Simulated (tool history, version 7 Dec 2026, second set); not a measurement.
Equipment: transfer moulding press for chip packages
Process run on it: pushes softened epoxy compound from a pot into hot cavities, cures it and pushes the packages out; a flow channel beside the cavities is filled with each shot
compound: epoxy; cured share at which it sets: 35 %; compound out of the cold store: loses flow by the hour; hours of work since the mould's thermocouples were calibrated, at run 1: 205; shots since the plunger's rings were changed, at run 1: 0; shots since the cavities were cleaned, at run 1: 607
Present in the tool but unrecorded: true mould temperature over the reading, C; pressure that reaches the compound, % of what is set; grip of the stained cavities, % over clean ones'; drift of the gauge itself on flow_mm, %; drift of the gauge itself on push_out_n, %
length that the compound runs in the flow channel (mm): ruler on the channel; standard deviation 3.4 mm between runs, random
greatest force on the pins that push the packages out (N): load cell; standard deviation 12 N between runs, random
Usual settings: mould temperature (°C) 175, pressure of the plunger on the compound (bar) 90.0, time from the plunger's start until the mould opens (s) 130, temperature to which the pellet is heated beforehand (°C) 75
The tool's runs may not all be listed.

| run | hour | mould temperature (°C) | pressure of the plunger on the compound (bar) | time from the plunger's start until the mould opens (s) | temperature to which the pellet is heated beforehand (°C) | hours of work since the mould's thermocouples were calibrated | shots since the plunger's rings were changed | shots since the cavities were cleaned | incoming compound's hours out of the cold store | length that the compound runs in the flow channel (mm) | greatest force on the pins that push the packages out (N) |
|---|---|---|---|---|---|---|---|---|---|---|---|
| 1 | 0.0 | 175 | 90.0 | 130 | 75 | 205 | 0 | 607 | 10.6 | 599 | 1035 |
|  | 13.2 | cavities cleaned with cleaning compound and waxed |
| 2 | 52.3 | 175 | 90.0 | 130 | 75 | 229 | 366 | 281 | 37.5 | 533 | 807 |
| 3 | 81.2 | 175 | 90.0 | 130 | 75 | 242 | 575 | 490 | 14.2 | 585 | 994 |
|  | 107.6 | cavities cleaned with cleaning compound and waxed |
| 4 | 115.1 | 175 | 90.0 | 113 | 75 | 257 | 809 | 54 | 13.2 | 579 | 867 |
| 5 | 141.9 | 170 | 90.0 | 130 | 75 | 270 | 1002 | 247 | 47.3 | 519 | 1028 |
| 6 | 182.1 | 175 | 90.0 | 130 | 75 | 289 | 1291 | 536 | 9.5 | 584 | 1007 |
|  | 203.6 | cavities cleaned with cleaning compound and waxed |
| 7 | 239.7 | 175 | 90.0 | 130 | 75 | 315 | 1696 | 261 | 29.6 | 542 | 797 |
|  | 246.5 | mould's thermocouples calibrated |
| 8 | 286.0 | 175 | 90.0 | 130 | 75 | 18 | 2016 | 581 | 27.3 | 536 | 981 |
|  | 302.5 | cavities cleaned with cleaning compound and waxed |
| 9 | 315.0 | 175 | 90.0 | 130 | 75 | 31 | 2214 | 90 | 39.0 | 513 | 613 |
| 10 | 365.1 | 175 | 90.0 | 130 | 75 | 55 | 2575 | 451 | 35.3 | 517 | 890 |
|  | 399.6 | cavities cleaned with cleaning compound and waxed |
| 11 | 407.6 | 175 | 90.0 | 130 | 75 | 74 | 2870 | 58 | 34.2 | 518 | 617 |
| 12 | 436.9 | 175 | 90.0 | 130 | 75 | 87 | 3082 | 270 | 12.4 | 564 | 853 |
|  | 467.0 | mould's thermocouples calibrated, once more |
| 13 | 467.9 | 175 | 90.0 | 130 | 75 | 0 | 3290 | 478 | 30.7 | 519 | 940 |
|  | 496.9 | cavities cleaned with cleaning compound and waxed |
| 14 | 519.6 | 175 | 90.0 | 130 | 75 | 24 | 3652 | 163 | 42.0 | 493 | 702 |
| 15 | 553.2 | 175 | 70.7 | 130 | 68 | 40 | 3895 | 406 | 47.2 | 425 | 883 |
|  | 570.0 | plunger's sealing rings changed |
|  | 595.4 | cavities cleaned with cleaning compound and waxed |
| 16 | 601.8 | 175 | 90.0 | 130 | 76 | 60 | 219 | 47 | 21.4 | 571 | 612 |
| 17 | 631.3 | 174 | 90.0 | 130 | 74 | 74 | 431 | 259 | 47.7 | 513 | 806 |
| 18 | 655.7 | 174 | 95.5 | 121 | 74 | 85 | 607 | 435 | 43.9 | 534 | 1043 |
|  | 689.6 | cavities cleaned with cleaning compound and waxed |
| 19 | 690.8 | 175 | 90.0 | 133 | 84 | 101 | 850 | 10 | 42.1 | 518 | 525 |
| 20 | 733.3 | 177 | 90.0 | 152 | 71 | 121 | 1156 | 316 | 30.1 | 535 | 701 |
| 21 | 776.0 | 177 | 90.0 | 152 | 71 | 141 | 1463 | 623 | 25.5 | 544 | 819 |
|  | 786.2 | cavities cleaned with cleaning compound and waxed |
| 22 | 827.2 | 180 | 109.3 | 148 | 74 | 164 | 1821 | 295 | 40.5 | 548 | 659 |
|  | 882.0 | cavities cleaned with cleaning compound and waxed |
| 23 | 884.9 | 182 | 90.0 | 155 | 75 | 190 | 2227 | 21 | 12.6 | 552 | 471 |
| 24 | 943.3 | 182 | 90.0 | 155 | 75 | 218 | 2648 | 442 | 38.2 | 499 | 705 |
|  | 976.7 | cavities cleaned with cleaning compound and waxed |
| 25 | 984.6 | 182 | 90.0 | 155 | 75 | 236 | 2935 | 57 | 26.8 | 515 | 512 |
| 26 | 1022.3 | 182 | 90.0 | 155 | 75 | 254 | 3206 | 328 | 10.0 | 544 | 658 |
| 27 | 1059.7 | 175 | 90.0 | 130 | 82 | 271 | 3476 | 598 | 21.2 | 530 | 984 |
|  | 1071.5 | cavities cleaned with cleaning compound and waxed |
| 28 | 1113.9 | 175 | 90.0 | 130 | 82 | 296 | 3856 | 306 | 14.7 | 549 | 809 |

Forecast each of these 3 alternatives for the next run:
|  | 1136.2 | plunger's sealing rings changed |
|  | 1164.3 | mould's thermocouples calibrated |
| A | 1164.3 | 179 | 90.0 | 130 | 75 | 0 | 188 | 637 | 8.2 | ? | ? |
|  | 1136.2 | plunger's sealing rings changed |
|  | 1164.3 | mould's thermocouples calibrated |
| B | 1164.3 | 175 | 89.0 | 130 | 82 | 0 | 188 | 637 | 13.8 | ? | ? |
|  | 1136.2 | plunger's sealing rings changed |
|  | 1164.3 | mould's thermocouples calibrated |
| C | 1164.3 | 170 | 90.0 | 130 | 75 | 0 | 188 | 637 | 47.7 | ? | ? |

| run | length that the compound runs in the flow channel (mm) | greatest force on the pins that push the packages out (N) |
|---|---|---|
| A | 583 | 873 |
| B | 582 | 1048 |
| C | 533 | 1328 |
With no hidden state in the tool, these same runs would have given:
| run | length that the compound runs in the flow channel (mm) | greatest force on the pins that push the packages out (N) |
|---|---|---|
| A | 585 | 479 |
| B | 584 | 570 |
| C | 535 | 725 |
